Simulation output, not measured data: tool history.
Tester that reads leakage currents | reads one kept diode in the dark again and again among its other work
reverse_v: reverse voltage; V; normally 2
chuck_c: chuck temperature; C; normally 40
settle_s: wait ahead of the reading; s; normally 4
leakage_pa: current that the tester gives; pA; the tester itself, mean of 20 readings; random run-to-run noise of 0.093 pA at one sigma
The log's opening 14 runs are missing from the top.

run     day  reverse_v  chuck_c  settle_s  hours of work since the probe card was cleaned  hours of work since the tester was calibrated  hours of work since the chuck was calibrated  leakage_pa
 15  55.912          2       25         4                                            2068                                           3055                                           582       13.15
 16  60.058          2       25         4                                            2139                                           3125                                           652       13.36
     63.275  -- probe card cleaned and baked
 17  64.596          2       25         4                                              22                                           3200                                           727        9.59
 18  67.571          2       25         4                                              73                                           3251                                           778        9.66
 19  70.388          2       25         4                                             121                                           3299                                           826        9.72
 20  74.512          2       25         4                                             191                                           3369                                           896       10.05
 21  77.767       1.41       20      1.02                                             247                                           3425                                           952        5.84
 22  80.017      11.98       40         4                                             285                                           3463                                           990       74.25
 23  84.883      11.53       40      1.07                                             368                                           3546                                          1073       74.56
 24  87.096       9.36       40      1.85                                             405                                           3583                                          1110       67.16
 25  90.683       9.36       40      1.85                                             466                                           3644                                          1171       68.48
 26  94.425       9.36       48      1.85                                             530                                           3708                                          1235      115.57
 27  99.054      10.74       48      2.71                                             609                                           3787                                          1314      124.81
     100.062  -- chuck's temperature calibrated
 28  103.05       3.99       31      7.06                                             675                                           3854                                            51       22.25

Predict the results of run 29:
 29  107.071       2.93       54      7.06                                             744                                           3922                                           119           ?

Run 29 yielded leakage_pa 85.61 pA.
Without the tool's hidden state the same run would have given leakage_pa 80.78 pA.

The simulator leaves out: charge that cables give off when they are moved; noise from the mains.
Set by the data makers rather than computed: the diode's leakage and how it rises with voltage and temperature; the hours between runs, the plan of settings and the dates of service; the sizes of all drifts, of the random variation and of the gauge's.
